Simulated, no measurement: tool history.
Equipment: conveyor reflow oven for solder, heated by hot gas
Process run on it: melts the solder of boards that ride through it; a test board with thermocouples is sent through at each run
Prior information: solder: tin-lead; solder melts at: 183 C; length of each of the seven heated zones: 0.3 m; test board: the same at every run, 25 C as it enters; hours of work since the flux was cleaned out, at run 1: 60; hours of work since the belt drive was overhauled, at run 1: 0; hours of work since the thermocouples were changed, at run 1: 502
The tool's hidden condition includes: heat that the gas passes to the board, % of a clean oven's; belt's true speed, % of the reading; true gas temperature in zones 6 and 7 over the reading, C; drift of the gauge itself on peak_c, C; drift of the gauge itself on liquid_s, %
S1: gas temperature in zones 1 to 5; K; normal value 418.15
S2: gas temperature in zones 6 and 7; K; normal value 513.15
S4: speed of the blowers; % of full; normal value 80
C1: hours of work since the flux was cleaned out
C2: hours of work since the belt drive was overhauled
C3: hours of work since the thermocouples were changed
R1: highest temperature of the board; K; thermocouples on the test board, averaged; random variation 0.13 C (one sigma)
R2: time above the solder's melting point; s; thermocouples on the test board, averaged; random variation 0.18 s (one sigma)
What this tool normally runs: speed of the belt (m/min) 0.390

{"run": 1, "hour": 0.0, "S1": 418.15, "S2": 513.15, "speed of the belt (m/min)": 0.39, "S4": 80, "C1": 60, "C2": 0, "C3": 502, "R1": 501.95, "R2": 81.7}
{"run": 2, "hour": 20.6, "S1": 418.15, "S2": 515.15, "speed of the belt (m/min)": 0.39, "S4": 80, "C1": 75, "C2": 15, "C3": 517, "R1": 503.75, "R2": 82.9}
{"run": 3, "hour": 49.2, "S1": 418.15, "S2": 515.15, "speed of the belt (m/min)": 0.39, "S4": 80, "C1": 96, "C2": 36, "C3": 538, "R1": 503.85, "R2": 83.1}
{"run": 4, "hour": 76.4, "S1": 418.15, "S2": 515.15, "speed of the belt (m/min)": 0.39, "S4": 80, "C1": 115, "C2": 55, "C3": 557, "R1": 503.85, "R2": 83.2}
{"run": 5, "hour": 106.5, "S1": 418.15, "S2": 515.15, "speed of the belt (m/min)": 0.39, "S4": 80, "C1": 137, "C2": 77, "C3": 579, "R1": 503.75, "R2": 82.8}
{"run": 6, "hour": 133.7, "S1": 418.15, "S2": 515.15, "speed of the belt (m/min)": 0.39, "S4": 80, "C1": 157, "C2": 97, "C3": 599, "R1": 504.05, "R2": 83.3}
{"run": 7, "hour": 157.6, "S1": 418.15, "S2": 515.15, "speed of the belt (m/min)": 0.39, "S4": 80, "C1": 174, "C2": 114, "C3": 616, "R1": 503.85, "R2": 82.8}
{"run": 8, "hour": 178.2, "S1": 418.15, "S2": 515.15, "speed of the belt (m/min)": 0.39, "S4": 80, "C1": 189, "C2": 129, "C3": 631, "R1": 504.05, "R2": 83.1}
{"run": 9, "hour": 208.2, "S1": 418.15, "S2": 515.15, "speed of the belt (m/min)": 0.39, "S4": 80, "C1": 211, "C2": 151, "C3": 653, "R1": 503.75, "R2": 83.1}
{"run": 10, "hour": 252.9, "S1": 418.15, "S2": 513.15, "speed of the belt (m/min)": 0.39, "S4": 80, "C1": 243, "C2": 183, "C3": 685, "R1": 502.05, "R2": 81.8}
{"run": 11, "hour": 285.4, "S1": 418.15, "S2": 513.15, "speed of the belt (m/min)": 0.39, "S4": 80, "C1": 267, "C2": 207, "C3": 709, "R1": 502.15, "R2": 82.1}
{"run": 12, "hour": 316.3, "S1": 418.15, "S2": 513.15, "speed of the belt (m/min)": 0.39, "S4": 80, "C1": 289, "C2": 229, "C3": 731, "R1": 501.75, "R2": 81.8}
{"run": 13, "hour": 339.4, "S1": 418.15, "S2": 513.15, "speed of the belt (m/min)": 0.39, "S4": 80, "C1": 306, "C2": 246, "C3": 748, "R1": 502.15, "R2": 81.8}
{"hour": 384.5, "done": "flux residue cleaned out of gas plates and filters"}
{"run": 14, "hour": 389.2, "S1": 418.15, "S2": 513.15, "speed of the belt (m/min)": 0.39, "S4": 80, "C1": 3, "C2": 278, "C3": 781, "R1": 501.95, "R2": 82.0}
{"run": 15, "hour": 434.7, "S1": 418.15, "S2": 513.15, "speed of the belt (m/min)": 0.39, "S4": 80, "C1": 36, "C2": 311, "C3": 813, "R1": 501.95, "R2": 81.8}
{"run": 16, "hour": 458.3, "S1": 421.15, "S2": 513.15, "speed of the belt (m/min)": 0.39, "S4": 80, "C1": 54, "C2": 328, "C3": 831, "R1": 502.55, "R2": 83.4}
{"run": 17, "hour": 499.4, "S1": 413.15, "S2": 513.15, "speed of the belt (m/min)": 0.333, "S4": 70, "C1": 83, "C2": 358, "C3": 860, "R1": 503.65, "R2": 95.0}
{"run": 18, "hour": 524.4, "S1": 418.15, "S2": 513.15, "speed of the belt (m/min)": 0.348, "S4": 81, "C1": 101, "C2": 376, "C3": 878, "R1": 504.85, "R2": 93.9}
{"run": 19, "hour": 547.8, "S1": 418.15, "S2": 505.15, "speed of the belt (m/min)": 0.39, "S4": 54, "C1": 118, "C2": 393, "C3": 895, "R1": 489.55, "R2": 71.6}
{"run": 20, "hour": 595.1, "S1": 418.15, "S2": 505.15, "speed of the belt (m/min)": 0.39, "S4": 54, "C1": 153, "C2": 428, "C3": 930, "R1": 489.25, "R2": 71.1}
{"run": 21, "hour": 639.3, "S1": 418.15, "S2": 505.15, "speed of the belt (m/min)": 0.39, "S4": 54, "C1": 185, "C2": 460, "C3": 962, "R1": 489.25, "R2": 71.6}
{"hour": 676.5, "done": "thermocouples of zones 6 and 7 changed"}
{"run": 22, "hour": 676.5, "S1": 418.15, "S2": 501.15, "speed of the belt (m/min)": 0.39, "S4": 54, "C1": 210, "C2": 485, "C3": 0, "R1": 485.85, "R2": 67.8}
{"run": 23, "hour": 709.6, "S1": 432.15, "S2": 515.15, "speed of the belt (m/min)": 0.39, "S4": 54, "C1": 234, "C2": 509, "C3": 24, "R1": 500.65, "R2": 87.6}
{"run": 24, "hour": 735.9, "S1": 405.15, "S2": 502.15, "speed of the belt (m/min)": 0.381, "S4": 90, "C1": 253, "C2": 528, "C3": 43, "R1": 492.35, "R2": 72.1}
{"run": 25, "hour": 783.0, "S1": 413.15, "S2": 513.15, "speed of the belt (m/min)": 0.39, "S4": 80, "C1": 287, "C2": 562, "C3": 77, "R1": 501.15, "R2": 79.0}
{"run": 26, "hour": 819.4, "S1": 418.15, "S2": 525.15, "speed of the belt (m/min)": 0.39, "S4": 67, "C1": 314, "C2": 589, "C3": 104, "R1": 510.45, "R2": 86.8}
{"hour": 854.9, "done": "flux residue cleaned out of gas plates and filters"}
{"run": 27, "hour": 857.5, "S1": 418.15, "S2": 525.15, "speed of the belt (m/min)": 0.39, "S4": 67, "C1": 2, "C2": 613, "C3": 128, "R1": 510.55, "R2": 86.4}
{"run": 28, "hour": 903.1, "S1": 405.15, "S2": 514.15, "speed of the belt (m/min)": 0.338, "S4": 51, "C1": 35, "C2": 646, "C3": 161, "R1": 498.75, "R2": 85.9}
{"run": 29, "hour": 940.1, "S1": 405.15, "S2": 514.15, "speed of the belt (m/min)": 0.338, "S4": 51, "C1": 62, "C2": 673, "C3": 187, "R1": 499.05, "R2": 86.0}
{"run": 30, "hour": 960.1, "S1": 405.15, "S2": 514.15, "speed of the belt (m/min)": 0.338, "S4": 51, "C1": 76, "C2": 687, "C3": 202, "R1": 499.05, "R2": 85.9}
{"run": 31, "hour": 996.7, "S1": 405.15, "S2": 514.15, "speed of the belt (m/min)": 0.338, "S4": 51, "C1": 103, "C2": 714, "C3": 228, "R1": 498.65, "R2": 85.8}
{"run": 32, "hour": 1027.8, "S1": 405.15, "S2": 514.15, "speed of the belt (m/min)": 0.338, "S4": 51, "C1": 125, "C2": 736, "C3": 251, "R1": 498.55, "R2": 86.2}

Each row is a separate what-if for the run after 32, all from the same tool condition, not one after another. Results?
{"run": "A", "hour": 1075.3, "S1": 405.15, "S2": 510.15, "speed of the belt (m/min)": 0.338, "S4": 51, "C1": 160, "C2": 771, "C3": 285, "R1": "?", "R2": "?"}
{"run": "B", "hour": 1075.3, "S1": 423.15, "S2": 519.15, "speed of the belt (m/min)": 0.338, "S4": 51, "C1": 160, "C2": 771, "C3": 285, "R1": "?", "R2": "?"}
{"run": "C", "hour": 1075.3, "S1": 423.15, "S2": 525.15, "speed of the belt (m/min)": 0.33, "S4": 80, "C1": 160, "C2": 771, "C3": 285, "R1": "?", "R2": "?"}

run=A R1=495.25 R2=82.9
run=B R1=506.15 R2=99.8
run=C R1=517.35 R2=107.8
Had the tool no hidden state, the same runs would have come out as:
run=A R1=495.25 R2=82.8
run=B R1=506.15 R2=99.7
run=C R1=517.35 R2=107.7
